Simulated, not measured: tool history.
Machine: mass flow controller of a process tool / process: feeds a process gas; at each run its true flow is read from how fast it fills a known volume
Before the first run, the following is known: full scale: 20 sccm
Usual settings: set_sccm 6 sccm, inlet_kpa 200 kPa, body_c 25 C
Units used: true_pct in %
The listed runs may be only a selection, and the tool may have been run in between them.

run,hour,set_sccm,inlet_kpa,body_c,true_pct
1,0,6,200,25,97.49
2,242.2,6,200,25,97.73
3,432.9,6,200,25,97.75
4,620.4,6,200,33,97.08
5,863.4,6,200,33,97.07
6,1047.8,6,245,33,97.11
# hour 1103.3: controller exchanged for a calibrated one
7,1255.6,6,200,25,98.31
8,1512.1,6,200,25,98.4
9,1767,6,200,25,98.57
10,1928.4,6,200,20,99.26
11,2045.1,6,223,25,98.67
12,2282.2,6,200,25,98.82
13,2522.5,6,200,25,98.96
14,2802.6,6,260,25,98.85
15,2990.8,6,260,23,99.18
16,3222.1,3,217,31,98.07
17,3381.6,2,155,21,99.39
18,3502.9,7,158,27,99.87
19,3670.5,11,153,31,100.13
20,3825.5,16,183,31,101.02
21,4111.8,16,183,31,101.05
22,4310.6,6,200,36,98.82
# hour 4496: gauge calibrated
23,4541.4,6,196,36,96.48
24,4668.6,6,196,36,96.6
25,4817.5,5,147,26,97.79
26,4941.7,4,149,27,97.69
27,5217.7,4,149,27,97.69
28,5389.2,4,149,27,97.87
29,5573.5,2,149,27,97.57
30,5698.2,3,236,24,97.72

Had the tool no unlogged condition, and each run kept its random variation, what would the results have been?
The hidden state here: flow at rest that the sensor doesn't see, % of full scale; true flow over the shown one, %; drift of the gauge itself on true_pct, %.
run,true_pct
1,97.5
2,97.6
3,97.52
4,96.75
5,96.6
6,96.54
7,97.6
8,97.55
9,97.58
10,98.16
11,97.52
12,97.53
13,97.54
14,97.28
15,97.5
16,96.28
17,97.49
18,97.89
19,98.05
20,98.84
21,98.71
22,96.43
23,96.46
24,96.51
25,97.61
26,97.44
27,97.29
28,97.37
29,96.98
30,97.06
